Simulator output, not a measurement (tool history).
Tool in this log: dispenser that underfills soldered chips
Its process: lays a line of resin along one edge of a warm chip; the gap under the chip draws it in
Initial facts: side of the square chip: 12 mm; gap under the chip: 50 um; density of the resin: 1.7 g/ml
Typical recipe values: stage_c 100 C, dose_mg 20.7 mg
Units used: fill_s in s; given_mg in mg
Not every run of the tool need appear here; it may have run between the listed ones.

{"run": 1, "hour": 0.0, "stage_c": 100, "dose_mg": 20.7, "fill_s": 211.1, "given_mg": 20.34}
{"hour": 3.3, "done": "new syringe of resin"}
{"run": 2, "hour": 12.4, "stage_c": 100, "dose_mg": 20.7, "fill_s": 229.1, "given_mg": 20.3}
{"hour": 13.6, "done": "new syringe of resin"}
{"hour": 23.5, "done": "new syringe of resin"}
{"hour": 25.8, "done": "dispensing valve cleaned and set on the balance"}
{"run": 3, "hour": 30.0, "stage_c": 100, "dose_mg": 19.6, "fill_s": 192.2, "given_mg": 19.61}
{"hour": 35.4, "done": "new syringe of resin"}
{"run": 4, "hour": 39.2, "stage_c": 100, "dose_mg": 20.7, "fill_s": 176, "given_mg": 20.62}
{"hour": 45.7, "done": "new syringe of resin"}
{"run": 5, "hour": 52.4, "stage_c": 100, "dose_mg": 20.7, "fill_s": 203.9, "given_mg": 20.6}
{"hour": 56.3, "done": "new syringe of resin"}
{"hour": 67.1, "done": "new syringe of resin"}
{"run": 6, "hour": 69.9, "stage_c": 100, "dose_mg": 21, "fill_s": 168.3, "given_mg": 20.82}
{"hour": 77.8, "done": "new syringe of resin"}
{"run": 7, "hour": 86.1, "stage_c": 100, "dose_mg": 21, "fill_s": 218.3, "given_mg": 20.76}
{"hour": 88.2, "done": "new syringe of resin"}
{"hour": 98.7, "done": "new syringe of resin"}
{"run": 8, "hour": 99.1, "stage_c": 100, "dose_mg": 21, "fill_s": 145.3, "given_mg": 20.75}
{"hour": 109.4, "done": "new syringe of resin"}
{"run": 9, "hour": 111.8, "stage_c": 100, "dose_mg": 21, "fill_s": 165.3, "given_mg": 20.6}
{"run": 10, "hour": 118.8, "stage_c": 100, "dose_mg": 21, "fill_s": 234.4, "given_mg": 20.57}
{"hour": 120.0, "done": "new syringe of resin"}
{"hour": 127.4, "done": "dispensing valve cleaned and set on the balance"}
{"hour": 131.3, "done": "new syringe of resin"}
{"run": 11, "hour": 133.0, "stage_c": 100, "dose_mg": 26.7, "fill_s": 153.2, "given_mg": 26.66}
{"run": 12, "hour": 140.8, "stage_c": 100, "dose_mg": 26.7, "fill_s": 225.1, "given_mg": 26.66}
{"hour": 142.4, "done": "new syringe of resin"}
{"run": 13, "hour": 148.9, "stage_c": 100, "dose_mg": 19.6, "fill_s": 203.3, "given_mg": 19.49}
{"hour": 152.7, "done": "new syringe of resin"}
{"run": 14, "hour": 158.1, "stage_c": 100, "dose_mg": 19.9, "fill_s": 190.6, "given_mg": 19.75}
{"hour": 162.6, "done": "new syringe of resin"}
{"run": 15, "hour": 168.8, "stage_c": 100, "dose_mg": 19.9, "fill_s": 197.3, "given_mg": 19.73}
{"hour": 172.6, "done": "new syringe of resin"}
{"hour": 183.2, "done": "new syringe of resin"}
{"run": 16, "hour": 184.0, "stage_c": 95, "dose_mg": 20.7, "fill_s": 188.2, "given_mg": 20.49}
{"hour": 193.6, "done": "new syringe of resin"}
{"run": 17, "hour": 194.8, "stage_c": 100, "dose_mg": 20.7, "fill_s": 151.3, "given_mg": 20.45}
{"hour": 203.8, "done": "new syringe of resin"}
{"run": 18, "hour": 206.7, "stage_c": 110, "dose_mg": 17.7, "fill_s": 116.8, "given_mg": 17.39}
{"hour": 215.0, "done": "new syringe of resin"}
{"run": 19, "hour": 222.3, "stage_c": 110, "dose_mg": 17.7, "fill_s": 149.6, "given_mg": 17.35}
{"hour": 225.2, "done": "new syringe of resin"}
{"hour": 228.9, "done": "dispensing valve cleaned and set on the balance"}
{"hour": 236.2, "done": "new syringe of resin"}
{"run": 20, "hour": 240.6, "stage_c": 110, "dose_mg": 17.7, "fill_s": 124.3, "given_mg": 17.63}
{"hour": 246.8, "done": "new syringe of resin"}
{"run": 21, "hour": 255.9, "stage_c": 110, "dose_mg": 17.7, "fill_s": 158.7, "given_mg": 17.59}
{"hour": 257.0, "done": "new syringe of resin"}
{"run": 22, "hour": 264.9, "stage_c": 110, "dose_mg": 17.7, "fill_s": 148.7, "given_mg": 17.58}
{"hour": 268.2, "done": "new syringe of resin"}
{"hour": 278.2, "done": "new syringe of resin"}
{"run": 23, "hour": 280.2, "stage_c": 110, "dose_mg": 17.7, "fill_s": 114.3, "given_mg": 17.51}
{"hour": 288.8, "done": "new syringe of resin"}
{"run": 24, "hour": 291.9, "stage_c": 110, "dose_mg": 18, "fill_s": 120.3, "given_mg": 17.78}
{"hour": 299.7, "done": "new syringe of resin"}
{"run": 25, "hour": 306.4, "stage_c": 103, "dose_mg": 17.8, "fill_s": 187.9, "given_mg": 17.47}
{"hour": 310.4, "done": "new syringe of resin"}
{"run": 26, "hour": 314.6, "stage_c": 103, "dose_mg": 17.8, "fill_s": 163.6, "given_mg": 17.45}
{"hour": 320.3, "done": "new syringe of resin"}
{"run": 27, "hour": 326.8, "stage_c": 94, "dose_mg": 18.9, "fill_s": 260.8, "given_mg": 18.46}
{"hour": 330.5, "done": "dispensing valve cleaned and set on the balance"}
{"hour": 332.1, "done": "new syringe of resin"}
{"run": 28, "hour": 336.8, "stage_c": 115, "dose_mg": 24.9, "fill_s": 105.6, "given_mg": 24.96}
{"hour": 342.2, "done": "new syringe of resin"}
{"run": 29, "hour": 346.0, "stage_c": 115, "dose_mg": 24.9, "fill_s": 98, "given_mg": 24.9}
{"hour": 352.6, "done": "new syringe of resin"}
{"run": 30, "hour": 360.3, "stage_c": 91, "dose_mg": 21.2, "fill_s": 312.1, "given_mg": 21.14}
{"hour": 362.9, "done": "new syringe of resin"}
{"run": 31, "hour": 369.9, "stage_c": 115, "dose_mg": 20.8, "fill_s": 121.1, "given_mg": 20.68}
{"hour": 373.0, "done": "new syringe of resin"}
{"run": 32, "hour": 382.4, "stage_c": 115, "dose_mg": 20.8, "fill_s": 128.3, "given_mg": 20.63}
{"hour": 384.2, "done": "new syringe of resin"}
{"hour": 395.4, "done": "new syringe of resin"}
{"run": 33, "hour": 396.6, "stage_c": 100, "dose_mg": 24.6, "fill_s": 157.8, "given_mg": 24.29}

Below are 4 alternative next runs, each starting from the tool's condition after run 33. Predict each:
{"hour": 406.5, "done": "new syringe of resin"}
{"run": "A", "hour": 409.5, "stage_c": 102, "dose_mg": 20, "fill_s": "?", "given_mg": "?"}
{"hour": 406.5, "done": "new syringe of resin"}
{"run": "B", "hour": 409.5, "stage_c": 115, "dose_mg": 22.1, "fill_s": "?", "given_mg": "?"}
{"hour": 406.5, "done": "new syringe of resin"}
{"run": "C", "hour": 409.5, "stage_c": 102, "dose_mg": 24.1, "fill_s": "?", "given_mg": "?"}
{"hour": 406.5, "done": "new syringe of resin"}
{"run": "D", "hour": 409.5, "stage_c": 99, "dose_mg": 25, "fill_s": "?", "given_mg": "?"}

run=A fill_s=163 given_mg=19.72
run=B fill_s=98.1 given_mg=21.8
run=C fill_s=159.9 given_mg=23.74
run=D fill_s=180.1 given_mg=24.71
What these runs would have given with no unlogged condition in the tool:
run=A fill_s=133.1 given_mg=20
run=B fill_s=80.3 given_mg=22.11
run=C fill_s=130.6 given_mg=24.08
run=D fill_s=147.1 given_mg=25.06
